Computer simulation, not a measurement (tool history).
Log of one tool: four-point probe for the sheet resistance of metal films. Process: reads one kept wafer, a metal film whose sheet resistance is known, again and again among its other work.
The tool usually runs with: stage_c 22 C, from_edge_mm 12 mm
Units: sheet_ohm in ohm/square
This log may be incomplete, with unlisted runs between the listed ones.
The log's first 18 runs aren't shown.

run    hour  stage_c  from_edge_mm  touches since the probe head was changed  hours of work since the stage's thermometer was calibrated  sheet_ohm
 19  1734.3       20            12                                     61547                                                         300   6.830626
 20  1832.3       20            12                                     67003                                                         363   6.831238
 21  1926.1       20            12                                     72230                                                         423   6.833649
     2012.3  -- stage's thermometer calibrated, once more
 22  2036.3       22            11                                     78343                                                          15   6.826516
 23  2157.8       22            11                                     85113                                                          93   6.830971
 24  2242.4       34            44                                     89824                                                         147   6.786479
 25  2369.1       22            21                                     96883                                                         228   6.801451
 26  2449.9       19             3                                    101382                                                         280   7.382918
 27  2585.9       20            51                                    108958                                                         367   6.793118
 28  2706.3       20            51                                    115669                                                         444   6.796078
 29  2781.6       28             5                                    119864                                                         492   7.022903
 30    2875       28             5                                    125068                                                         552   7.026864
 31  2932.8       31            26                                    128284                                                         588   6.808572
 32  3040.5       31            26                                    134287                                                         657   6.810531
 33  3160.2       31            26                                    140954                                                         734     6.8106
 34    3257       20            12                                    146350                                                         796   6.845554
 35  3356.1       25            17                                    151866                                                         859   6.826607
 36  3411.7       35             6                                    154965                                                         895   6.969849
 37  3534.3       27            14                                    161798                                                         973   6.841288

Predict each of these 4 candidate next runs independently; none follows another, all start after run 37:
  A  3595.8       26            33                                    165224                                                        1012          ?
  B  3595.8       34             5                                    165224                                                        1012          ?
  C  3595.8       20            12                                    165224                                                        1012          ?
  D  3595.8       20            17                                    165224                                                        1012          ?

run  sheet_ohm
  A    6.81908
  B   7.040469
  C   6.850523
  D   6.834748
Had the tool no hidden state, the same runs would have come out as:
run  sheet_ohm
  A   6.748267
  B   6.967742
  C   6.779244
  D   6.763619
